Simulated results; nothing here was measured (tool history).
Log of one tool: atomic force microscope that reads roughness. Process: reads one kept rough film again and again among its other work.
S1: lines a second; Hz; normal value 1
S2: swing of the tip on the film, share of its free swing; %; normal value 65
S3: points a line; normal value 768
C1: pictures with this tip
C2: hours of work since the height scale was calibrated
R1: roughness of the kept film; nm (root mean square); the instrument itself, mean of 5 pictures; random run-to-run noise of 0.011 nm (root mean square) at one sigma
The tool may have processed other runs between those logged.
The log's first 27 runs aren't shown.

| run | hour | S1 | S2 | S3 | C1 | C2 | R1 |
|---|---|---|---|---|---|---|---|
| 28 | 362.5 | 3.84 | 56 | 735 | 78 | 451 | 2.391 |
| 29 | 372.2 | 2.76 | 68 | 473 | 95 | 457 | 2.275 |
| 30 | 380.3 | 3.33 | 56 | 593 | 109 | 462 | 2.426 |
| 31 | 396.4 | 3.33 | 56 | 593 | 137 | 473 | 2.412 |
| 32 | 407.4 | 1.5 | 72 | 444 | 156 | 480 | 2.355 |
| 33 | 426.1 | 1 | 66 | 525 | 188 | 492 | 2.447 |
| 34 | 443.7 | 1 | 66 | 525 | 219 | 503 | 2.48 |
| 35 | 453.2 | 1 | 61 | 410 | 235 | 510 | 2.462 |
| 36 | 471.9 | 3.31 | 73 | 422 | 267 | 522 | 2.043 |
| 37 | 488.8 | 0.69 | 72 | 586 | 297 | 533 | 2.431 |
| 38 | 498.4 | 0.69 | 72 | 586 | 313 | 539 | 2.422 |

Branching from run 38: 5 alternative next runs. What would each branch give?
| A | 511.8 | 0.72 | 79 | 497 | 336 | 548 | ? |
| B | 511.8 | 2.12 | 72 | 586 | 336 | 548 | ? |
| C | 511.8 | 0.69 | 70 | 586 | 336 | 548 | ? |
| D | 511.8 | 1.71 | 61 | 586 | 336 | 548 | ? |
| E | 511.8 | 1 | 82 | 791 | 336 | 548 | ? |

| run | R1 |
|---|---|
| A | 2.363 |
| B | 2.192 |
| C | 2.424 |
| D | 2.385 |
| E | 2.267 |
Without the tool's hidden state the same runs would have given:
| run | R1 |
|---|---|
| A | 2.51 |
| B | 2.33 |
| C | 2.575 |
| D | 2.534 |
| E | 2.409 |
